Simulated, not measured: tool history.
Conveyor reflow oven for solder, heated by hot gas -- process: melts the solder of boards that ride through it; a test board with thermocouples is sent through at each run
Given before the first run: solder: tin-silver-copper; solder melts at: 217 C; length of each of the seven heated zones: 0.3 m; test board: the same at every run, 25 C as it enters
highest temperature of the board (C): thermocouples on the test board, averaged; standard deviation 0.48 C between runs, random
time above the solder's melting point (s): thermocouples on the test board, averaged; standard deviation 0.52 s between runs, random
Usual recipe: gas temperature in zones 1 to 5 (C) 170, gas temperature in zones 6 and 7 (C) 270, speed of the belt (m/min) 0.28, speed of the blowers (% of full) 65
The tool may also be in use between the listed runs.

| run | hour | gas temperature in zones 1 to 5 (C) | gas temperature in zones 6 and 7 (C) | speed of the belt (m/min) | speed of the blowers (% of full) | highest temperature of the board (C) | time above the solder's melting point (s) |
|---|---|---|---|---|---|---|---|
| 1 | 0 | 170 | 270 | 0.28 | 65 | 258.7 | 104.8 |
| 2 | 16.4 | 170 | 270 | 0.28 | 65 | 258.6 | 104.5 |
| 3 | 37.1 | 170 | 270 | 0.28 | 65 | 258.7 | 104 |
| 4 | 50.9 | 170 | 270 | 0.221 | 65 | 262.9 | 141.3 |
| 5 | 61.7 | 170 | 270 | 0.221 | 65 | 262.3 | 141.4 |
| 6 | 77 | 170 | 270 | 0.221 | 65 | 264.2 | 141.9 |
|  | 96.9 | flux residue cleaned out of gas plates and filters |
| 7 | 103.5 | 170 | 270 | 0.221 | 82 | 265.2 | 143 |
| 8 | 120.9 | 170 | 270 | 0.221 | 82 | 264.4 | 144.5 |
| 9 | 134.8 | 170 | 270 | 0.221 | 82 | 264.8 | 145.2 |
| 10 | 156.9 | 170 | 270 | 0.221 | 82 | 265 | 145.1 |
| 11 | 175.4 | 170 | 281 | 0.28 | 65 | 268.7 | 113.9 |
| 12 | 189.6 | 174 | 270 | 0.28 | 65 | 258.7 | 107.4 |
| 13 | 200 | 170 | 270 | 0.28 | 65 | 258.8 | 103.7 |
| 14 | 212 | 170 | 270 | 0.28 | 65 | 258.8 | 105 |
| 15 | 231.6 | 170 | 270 | 0.28 | 65 | 258.9 | 105.1 |
| 16 | 249.6 | 180 | 267 | 0.28 | 76 | 257.1 | 111.2 |
|  | 265.9 | belt drive overhauled, speed set with a stopwatch |
| 17 | 270.5 | 166 | 270 | 0.28 | 65 | 256.5 | 99 |
| 18 | 291.9 | 159 | 273 | 0.28 | 65 | 259 | 97.2 |
| 19 | 315.8 | 161 | 273 | 0.28 | 65 | 259 | 99.2 |
| 20 | 328.3 | 161 | 273 | 0.28 | 78 | 261.1 | 101.9 |
| 21 | 342.1 | 180 | 273 | 0.31 | 78 | 260.2 | 100.3 |
| 22 | 352.2 | 180 | 265 | 0.31 | 78 | 253.6 | 94 |
| 23 | 370.5 | 176 | 260 | 0.34 | 50 | 239 | 64.5 |
|  | 380.9 | flux residue cleaned out of gas plates and filters |
| 24 | 393.9 | 176 | 260 | 0.34 | 50 | 240.2 | 64 |
| 25 | 408.1 | 170 | 272 | 0.284 | 68 | 259.9 | 102.2 |
| 26 | 419.4 | 161 | 262 | 0.336 | 56 | 240.5 | 60 |
| 27 | 432.7 | 181 | 259 | 0.268 | 54 | 247.5 | 102.2 |

Run 28 has not been measured yet. What should we expect?
| 28 | 453.8 | 181 | 281 | 0.268 | 54 | ? | ? |

highest temperature of the board (C): 267.9
time above the solder's melting point (s): 121.9
Take away the tool's hidden state, keep the run-to-run variation as it was, and the same run would have given highest temperature of the board (C) 270, time above the solder's melting point (s) 123.3.
